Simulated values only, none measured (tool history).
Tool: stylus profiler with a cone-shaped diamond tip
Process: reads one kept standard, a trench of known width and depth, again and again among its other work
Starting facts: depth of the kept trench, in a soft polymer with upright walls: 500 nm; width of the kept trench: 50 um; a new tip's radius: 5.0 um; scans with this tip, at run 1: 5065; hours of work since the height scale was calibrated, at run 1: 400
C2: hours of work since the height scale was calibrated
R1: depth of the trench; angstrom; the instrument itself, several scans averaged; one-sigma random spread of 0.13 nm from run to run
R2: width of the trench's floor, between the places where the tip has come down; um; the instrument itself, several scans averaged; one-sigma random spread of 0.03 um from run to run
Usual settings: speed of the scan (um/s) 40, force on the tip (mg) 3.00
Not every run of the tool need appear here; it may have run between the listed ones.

Run 1, hour 0.0: usual settings; scans with this tip 5065; C2 400. Result: R1 5045.6 angstrom, R2 44.94 um.
Run 2, hour 22.7: usual settings; scans with this tip 5198; C2 411. Result: R1 5050.9 angstrom, R2 44.83 um.
Run 3, hour 57.5: usual settings; scans with this tip 5402; C2 427. Result: R1 5047.8 angstrom, R2 44.84 um.
Run 4, hour 89.3: usual settings; scans with this tip 5588; C2 442. Result: R1 5049.9 angstrom, R2 44.80 um.
Run 5, hour 117.4: usual settings; scans with this tip 5753; C2 455. Result: R1 5049.6 angstrom, R2 44.78 um.
Run 6, hour 141.2: usual settings but speed of the scan (um/s) 10; scans with this tip 5892; C2 466. Result: R1 5049.1 angstrom, R2 44.89 um.
Run 7, hour 174.1: usual settings but speed of the scan (um/s) 10, force on the tip (mg) 4.32; scans with this tip 6084; C2 481. Result: R1 5060.9 angstrom, R2 44.87 um.
Run 8, hour 204.3: usual settings but speed of the scan (um/s) 10, force on the tip (mg) 4.32; scans with this tip 6261; C2 495. Result: R1 5061.7 angstrom, R2 44.84 um.
Run 9, hour 220.6: usual settings but speed of the scan (um/s) 51, force on the tip (mg) 2.41; scans with this tip 6357; C2 503. Result: R1 5044.9 angstrom, R2 44.66 um.
Run 10, hour 235.3: usual settings but force on the tip (mg) 4.75; scans with this tip 6442; C2 509. Result: R1 5066.4 angstrom, R2 44.82 um.
Run 11, hour 253.8: usual settings but speed of the scan (um/s) 99, force on the tip (mg) 2.43; scans with this tip 6550; C2 518. Result: R1 5045.3 angstrom, R2 44.49 um.
Run 12, hour 288.8: usual settings but speed of the scan (um/s) 26, force on the tip (mg) 2.81; scans with this tip 6755; C2 534. Result: R1 5048.1 angstrom, R2 44.75 um.
Run 13, hour 318.4: usual settings but speed of the scan (um/s) 26, force on the tip (mg) 2.81; scans with this tip 6929; C2 548. Result: R1 5047.3 angstrom, R2 44.66 um.
Run 14, hour 336.1: usual settings but speed of the scan (um/s) 26, force on the tip (mg) 2.81; scans with this tip 7032; C2 556. Result: R1 5050.5 angstrom, R2 44.73 um.
Run 15, hour 368.5: usual settings but speed of the scan (um/s) 26, force on the tip (mg) 2.81; scans with this tip 7222; C2 571. Result: R1 5047.2 angstrom, R2 44.68 um.

Below are 4 alternative next runs, each starting from the tool's condition after run 15. Predict each:
Run A, hour 399.3: usual settings but speed of the scan (um/s) 25, force on the tip (mg) 1.73; scans with this tip 7402; C2 585. Result: R1 ?, R2 ?.
Run B, hour 399.3: usual settings but speed of the scan (um/s) 10, force on the tip (mg) 4.65; scans with this tip 7402; C2 585. Result: R1 ?, R2 ?.
Run C, hour 399.3: usual settings but speed of the scan (um/s) 30, force on the tip (mg) 3.88; scans with this tip 7402; C2 585. Result: R1 ?, R2 ?.
Run D, hour 399.3: usual settings but speed of the scan (um/s) 131; scans with this tip 7402; C2 585. Result: R1 ?, R2 ?.

run      R1     R2
  A  5040.7  44.61
  B  5067.2  44.76
  C  5055.7  44.67
  D  5051.9  44.36
The same runs, with their run-to-run variation unchanged, on a tool lacking any hidden condition would have given:
run      R1     R2
  A  5030.8  45.49
  B  5057.3  45.64
  C  5045.8  45.55
  D  5042.0  45.24
